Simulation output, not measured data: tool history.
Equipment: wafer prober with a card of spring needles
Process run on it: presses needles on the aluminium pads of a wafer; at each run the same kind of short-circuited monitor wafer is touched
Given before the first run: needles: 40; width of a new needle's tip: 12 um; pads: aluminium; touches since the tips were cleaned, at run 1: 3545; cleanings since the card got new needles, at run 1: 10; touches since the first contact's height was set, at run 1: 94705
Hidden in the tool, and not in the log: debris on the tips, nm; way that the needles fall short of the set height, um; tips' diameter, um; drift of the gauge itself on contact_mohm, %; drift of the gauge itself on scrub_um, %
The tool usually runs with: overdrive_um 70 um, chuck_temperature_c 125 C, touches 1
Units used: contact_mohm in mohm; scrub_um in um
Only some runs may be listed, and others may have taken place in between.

run   hour  overdrive_um  chuck_temperature_c  touches  touches since the tips were cleaned  cleanings since the card got new needles  touches since the first contact's height was set  contact_mohm  scrub_um
  1    0.0            70                  125        1                                 3545                                        10                                             94705           211     18.47
      28.4  -- tips cleaned on abrasive film
  2   39.9            70                  125        1                                 2080                                        11                                            101938           235     18.34
      74.4  -- tips cleaned on abrasive film
  3   81.0            70                  125        1                                 1193                                        12                                            109399           191     18.51
     119.4  -- tips cleaned on abrasive film
  4  122.1            70                  125        1                                  488                                        13                                            116859           187     18.35
     146.8  -- tips cleaned on abrasive film, once more
  5  150.5            70                  125        1                                  675                                        14                                            122013           193     18.49
  6  181.8            70                  125        1                                 6356                                        14                                            127694           214     18.36
     192.4  -- tips cleaned on abrasive film
  7  203.3            70                  125        1                                 1987                                        15                                            131593           199     18.42
  8  222.9            70                  125        1                                 5553                                        15                                            135159           215     18.28
     239.6  -- tips cleaned on abrasive film
  9  267.3            70                  125        1                                 5037                                        16                                            143217           215     18.30
     285.4  -- tips cleaned on abrasive film
 10  313.9            70                  125        1                                 5179                                        17                                            151668           215     18.34
     334.0  -- tips cleaned on abrasive film
 11  360.8            70                  125        1                                 4887                                        18                                            160197           212     18.44
     382.6  -- tips cleaned on abrasive film
 12  407.5            70                  125        1                                 4528                                        19                                            168658           210     18.27
     428.3  -- tips cleaned on abrasive film
 13  435.2            70                  125        1                                 1263                                        20                                            173688           196     18.08
 14  462.0            70                  117        1                                 6132                                        20                                            178557           211     18.19
     473.5  -- tips cleaned on abrasive film
 15  500.6            81                  119        2                                 4917                                        21                                            185558           195     21.08
     521.4  -- tips cleaned on abrasive film
 16  543.7            77                  125        1                                 4047                                        22                                            193384           207     19.96
     567.1  -- tips cleaned on abrasive film
 17  591.2            62                  125        1                                 4392                                        23                                            202011           211     16.01
     614.4  -- tips cleaned on abrasive film
 18  634.0            87                   41        2                                 3567                                        24                                            209770           181     22.56
     652.8  -- height of the first contact set anew
     660.1  -- tips cleaned on abrasive film
 19  667.9            87                   41        2                                 1415                                        25                                              2732           175     23.16
     706.5  -- tips cleaned on abrasive film
 20  710.8            57                   60        1                                  791                                        26                                             10519           186     15.27

Estimate the outcome of run 21 from the log above:
 21  733.6            62                   48        2                                 4929                                        26                                             14657             ?         ?

{"run 21": {"contact_mohm": 186, "scrub_um": 16.46}}
The same run, on a tool lacking any hidden state, would have yielded contact_mohm 166 mohm, scrub_um 16.50 um.

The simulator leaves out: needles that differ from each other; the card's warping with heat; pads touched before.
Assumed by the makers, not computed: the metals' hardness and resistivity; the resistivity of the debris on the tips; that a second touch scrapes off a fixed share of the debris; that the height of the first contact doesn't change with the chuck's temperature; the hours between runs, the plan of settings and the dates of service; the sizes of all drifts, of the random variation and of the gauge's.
